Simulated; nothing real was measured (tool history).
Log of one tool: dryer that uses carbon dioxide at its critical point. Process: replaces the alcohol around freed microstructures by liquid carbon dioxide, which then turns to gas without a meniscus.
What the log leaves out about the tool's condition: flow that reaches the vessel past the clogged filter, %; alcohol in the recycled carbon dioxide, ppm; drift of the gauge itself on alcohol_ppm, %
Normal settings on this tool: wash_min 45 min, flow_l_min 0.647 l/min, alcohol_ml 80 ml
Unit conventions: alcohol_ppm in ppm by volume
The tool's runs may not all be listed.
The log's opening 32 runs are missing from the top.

run     day  wash_min  flow_l_min  alcohol_ml  hours of work since the filter was changed  hours of work since the purifier's bed was changed  alcohol_ppm
 33  21.475        45       0.911          80                                         152                                                 434          120
 34  21.883        44       0.679          85                                         155                                                 437          301
     22.383  -- inlet filter changed
 35  22.554        44       0.679          85                                           1                                                 442          184
 36  23.367        44       0.679          85                                           8                                                 448          194
 37  24.108        44       0.679          85                                          13                                                 454          204
 38  24.808        40       0.841         119                                          19                                                 459          160
 39  25.729        71       0.399          33                                          26                                                 466          157
 40  26.429        39       0.647          40                                          31                                                 472          218
 41  26.950        61       0.647          40                                          35                                                 476          119
 42  27.358        68       0.647          80                                          39                                                 479          108
 43  28.133        52       0.393          80                                          45                                                 485          792
 44  28.992        52       0.393          80                                          51                                                 491          799
 45  29.492        52       0.393          80                                          55                                                 495          798
 46  29.938        61       0.511          40                                          59                                                 499          159
 47  30.767        61       0.511          40                                          65                                                 505          165

Consider 4 possible next runs. They are alternatives, not a sequence: every one starts from the tool as it was left by run 47. What does each give?
  A  31.262        31       0.843          85                                          69                                                 509            ?
  B  31.262        61       0.398          40                                          69                                                 509            ?
  C  31.262        45       0.395          96                                          69                                                 509            ?
  D  31.262        67       0.787          80                                          69                                                 509            ?

run  alcohol_ppm
  A          352
  B          305
  C         1427
  D          111
With the hidden condition removed and each run's random variation left untouched, the same runs would have given:
run  alcohol_ppm
  A          180
  B          151
  C         1072
  D            6
